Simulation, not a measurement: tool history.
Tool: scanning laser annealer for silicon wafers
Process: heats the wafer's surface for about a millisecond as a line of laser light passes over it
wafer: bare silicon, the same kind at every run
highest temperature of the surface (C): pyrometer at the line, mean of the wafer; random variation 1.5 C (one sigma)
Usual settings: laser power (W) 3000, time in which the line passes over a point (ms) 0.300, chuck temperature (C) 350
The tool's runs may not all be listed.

run	hour	laser power (W)	time in which the line passes over a point (ms)	chuck temperature (C)	highest temperature of the surface (C)
1	0.0	3000	0.300	350	1171
2	22.6	3000	0.300	350	1170
3	43.5	3163	0.300	350	1218
4	60.5	3163	0.300	350	1221
5	76.8	3265	0.300	350	1249
6	93.3	3265	0.300	350	1248
7	116.3	3265	0.300	337	1234
8	126.9	3265	0.300	337	1235
9	136.8	3000	0.300	354	1173
10	149.2	3000	0.345	350	1230
11	163.7	3000	0.300	350	1168
12	178.5	3000	0.315	350	1187
13	198.8	3000	0.315	350	1189
14	221.5	3000	0.315	350	1189
15	239.7	3000	0.300	368	1185
16	255.0	3000	0.300	368	1186
17	277.5	3000	0.376	350	1268
18	300.1	3000	0.376	319	1236
19	320.2	3000	0.376	319	1238
20	340.9	3000	0.376	319	1238
21	361.1	3000	0.376	319	1237
22	375.5	2897	0.267	350	1094
23	391.6	2613	0.300	316	1019
24	405.8	2613	0.300	316	1023
25	427.2	2613	0.300	316	1024
26	445.2	2907	0.263	315	1056
27	458.4	3295	0.355	388	1375
28	479.5	3213	0.340	380	1322
29	499.8	3213	0.340	380	1321
30	513.9	3213	0.340	380	1323
31	532.2	2968	0.288	340	1133
32	546.6	2968	0.288	340	1132
33	561.7	2968	0.288	340	1133
34	574.1	3000	0.238	363	1090
35	592.7	3000	0.238	363	1093
36	609.5	3000	0.238	363	1093
37	625.4	3000	0.238	363	1093
38	644.6	3256	0.357	350	1327
39	664.4	2552	0.300	342	1032
40	679.8	3000	0.266	350	1122
41	699.2	3000	0.266	350	1119

Forecast each of these 3 alternatives for the next run:
A	709.2	3000	0.278	350	?
B	709.2	3141	0.343	368	?
C	709.2	3000	0.300	320	?

run	highest temperature of the surface (C)
A	1138
B	1290
C	1142
Without the tool's hidden state the same runs would have given:
run	highest temperature of the surface (C)
A	1138
B	1290
C	1143

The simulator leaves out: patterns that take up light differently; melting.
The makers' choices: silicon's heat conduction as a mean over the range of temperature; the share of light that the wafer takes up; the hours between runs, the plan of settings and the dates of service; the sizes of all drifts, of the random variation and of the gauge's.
